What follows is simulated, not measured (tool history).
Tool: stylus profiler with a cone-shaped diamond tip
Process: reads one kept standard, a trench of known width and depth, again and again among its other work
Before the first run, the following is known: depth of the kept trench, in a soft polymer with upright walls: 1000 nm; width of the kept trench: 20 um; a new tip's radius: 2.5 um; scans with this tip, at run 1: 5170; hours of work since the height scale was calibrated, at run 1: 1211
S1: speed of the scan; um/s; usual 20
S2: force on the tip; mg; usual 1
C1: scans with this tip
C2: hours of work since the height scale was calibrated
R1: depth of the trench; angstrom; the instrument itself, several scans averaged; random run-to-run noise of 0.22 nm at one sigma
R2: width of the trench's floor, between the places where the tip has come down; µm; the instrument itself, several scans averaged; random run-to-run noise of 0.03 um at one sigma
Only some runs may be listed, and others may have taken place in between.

run 1 hour=0 | S1=20 S2=1 | C1=5170 C2=1211 | R1=10099.8 R2=14.7
run 2 hour=50.1 | S1=20 S2=1 | C1=5313 C2=1244 | R1=10106.2 R2=14.68
run 3 hour=108 | S1=20 S2=0.46 | C1=5479 C2=1283 | R1=10093.7 R2=14.57
run 4 hour=190.7 | S1=20 S2=0.46 | C1=5715 C2=1339 | R1=10090.4 R2=14.53
run 5 hour=235.4 | S1=20 S2=0.46 | C1=5842 C2=1369 | R1=10096 R2=14.56
-- hour=253.1 height scale calibrated on a step standard
run 6 hour=281 | S1=20 S2=0.46 | C1=5971 C2=19 | R1=10129.5 R2=14.47
run 7 hour=343.9 | S1=20 S2=0.46 | C1=6151 C2=61 | R1=10132.4 R2=14.44
run 8 hour=391.2 | S1=20 S2=0.53 | C1=6286 C2=92 | R1=10133.7 R2=14.45
run 9 hour=472.8 | S1=20 S2=0.53 | C1=6520 C2=147 | R1=10138 R2=14.39
-- hour=512.6 height scale calibrated on a step standard, once more
run 10 hour=554.2 | S1=20 S2=0.53 | C1=6751 C2=28 | R1=10025.1 R2=14.35
run 11 hour=645.8 | S1=20 S2=1.57 | C1=7012 C2=89 | R1=10055.4 R2=14.28
run 12 hour=703.4 | S1=20 S2=1.13 | C1=7177 C2=128 | R1=10046.7 R2=14.29
run 13 hour=800.9 | S1=20 S2=1.13 | C1=7455 C2=193 | R1=10047.8 R2=14.23
run 14 hour=888.1 | S1=20 S2=1 | C1=7705 C2=251 | R1=10052.8 R2=14.19
run 15 hour=973.2 | S1=20 S2=1 | C1=7948 C2=308 | R1=10057.4 R2=14.2
run 16 hour=1055.4 | S1=29 S2=1.61 | C1=8183 C2=363 | R1=10069.5 R2=14.05
run 17 hour=1107.8 | S1=29 S2=1.61 | C1=8333 C2=398 | R1=10070.1 R2=14.08
run 18 hour=1187.3 | S1=29 S2=1.61 | C1=8560 C2=452 | R1=10075 R2=14.02
run 19 hour=1269.6 | S1=62 S2=0.55 | C1=8795 C2=507 | R1=10055.2 R2=13.72
run 20 hour=1317.7 | S1=67 S2=0.81 | C1=8932 C2=539 | R1=10058.2 R2=13.71
run 21 hour=1397.1 | S1=6 S2=1.06 | C1=9159 C2=592 | R1=10069.7 R2=14.01
run 22 hour=1459.6 | S1=18 S2=1.24 | C1=9338 C2=634 | R1=10075.4 R2=13.86
run 23 hour=1527 | S1=35 S2=1 | C1=9530 C2=679 | R1=10073.9 R2=13.76
run 24 hour=1577.5 | S1=58 S2=2.2 | C1=9674 C2=713 | R1=10094.4 R2=13.74
run 25 hour=1637.6 | S1=14 S2=0.38 | C1=9846 C2=753 | R1=10056.7 R2=13.83
run 26 hour=1728.3 | S1=36 S2=1 | C1=10106 C2=814 | R1=10075.3 R2=13.65
run 27 hour=1821.8 | S1=39 S2=1.34 | C1=10373 C2=876 | R1=10088.6 R2=13.56
run 28 hour=1904.1 | S1=9 S2=1.09 | C1=10608 C2=931 | R1=10086.5 R2=13.68
run 29 hour=1996.3 | S1=14 S2=1.09 | C1=10871 C2=993 | R1=10092.9 R2=13.57

Below are 5 alternative next runs, each starting from the tool's condition after run 29. Predict each:
run A hour=2040.8 | S1=39 S2=1 | C1=10998 C2=1023 | R1=? R2=?
run B hour=2040.8 | S1=6 S2=0.92 | C1=10998 C2=1023 | R1=? R2=?
run C hour=2040.8 | S1=35 S2=1.09 | C1=10998 C2=1023 | R1=? R2=?
run D hour=2040.8 | S1=59 S2=0.78 | C1=10998 C2=1023 | R1=? R2=?
run E hour=2040.8 | S1=65 S2=0.47 | C1=10998 C2=1023 | R1=? R2=?

run=A R1=10089.9 R2=13.46
run=B R1=10088 R2=13.69
run=C R1=10092.2 R2=13.53
run=D R1=10081.7 R2=13.33
run=E R1=10076.6 R2=13.26
Take away the tool's hidden state, keep each run's random variation, and the runs would have read:
run=A R1=10036.2 R2=15.81
run=B R1=10034.3 R2=16.03
run=C R1=10038.4 R2=15.88
run=D R1=10028 R2=15.67
run=E R1=10022.9 R2=15.6
